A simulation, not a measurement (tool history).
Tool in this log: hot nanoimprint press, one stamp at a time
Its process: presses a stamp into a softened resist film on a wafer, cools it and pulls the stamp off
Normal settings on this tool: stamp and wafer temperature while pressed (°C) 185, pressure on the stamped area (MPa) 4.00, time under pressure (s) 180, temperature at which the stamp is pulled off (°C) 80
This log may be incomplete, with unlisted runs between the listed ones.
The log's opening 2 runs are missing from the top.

run,hour,stamp and wafer temperature while pressed (°C),pressure on the stamped area (MPa),time under pressure (s),temperature at which the stamp is pulled off (°C),resist left under the stamp's widest pad (angstrom),greatest force while the stamp is pulled off (N)
3,31.7,185,2.96,180,80,3015,291
4,48.3,185,4.00,180,80,2718,296
5,70.7,185,4.00,180,78,2723,324
6,89.7,185,4.00,180,78,2738,320
7,102.1,192,4.00,180,80,2245,300
8,113.1,192,4.00,180,80,2222,308
9,135.7,185,4.00,180,80,2733,308
10,153.7,185,4.00,180,80,2719,319
11,176.6,185,4.00,180,80,2730,324
12,189.6,185,4.00,180,80,2738,322
13,211.8,185,4.00,180,80,2747,329
14,231.2,185,4.00,180,80,2732,332
15,244.4,185,4.00,180,68,2736,431
16,268.8,181,4.00,116,80,3438,327
17,290.3,181,4.00,116,80,3452,340

Forecast run 18:
18,304.4,181,5.72,201,80,?,?

Run 18 produced resist left under the stamp's widest pad (angstrom) 2601, greatest force while the stamp is pulled off (N) 352.
Were there no unlogged condition in the tool, this run, its random variation unchanged, would have produced resist left under the stamp's widest pad (angstrom) 2566, greatest force while the stamp is pulled off (N) 216.

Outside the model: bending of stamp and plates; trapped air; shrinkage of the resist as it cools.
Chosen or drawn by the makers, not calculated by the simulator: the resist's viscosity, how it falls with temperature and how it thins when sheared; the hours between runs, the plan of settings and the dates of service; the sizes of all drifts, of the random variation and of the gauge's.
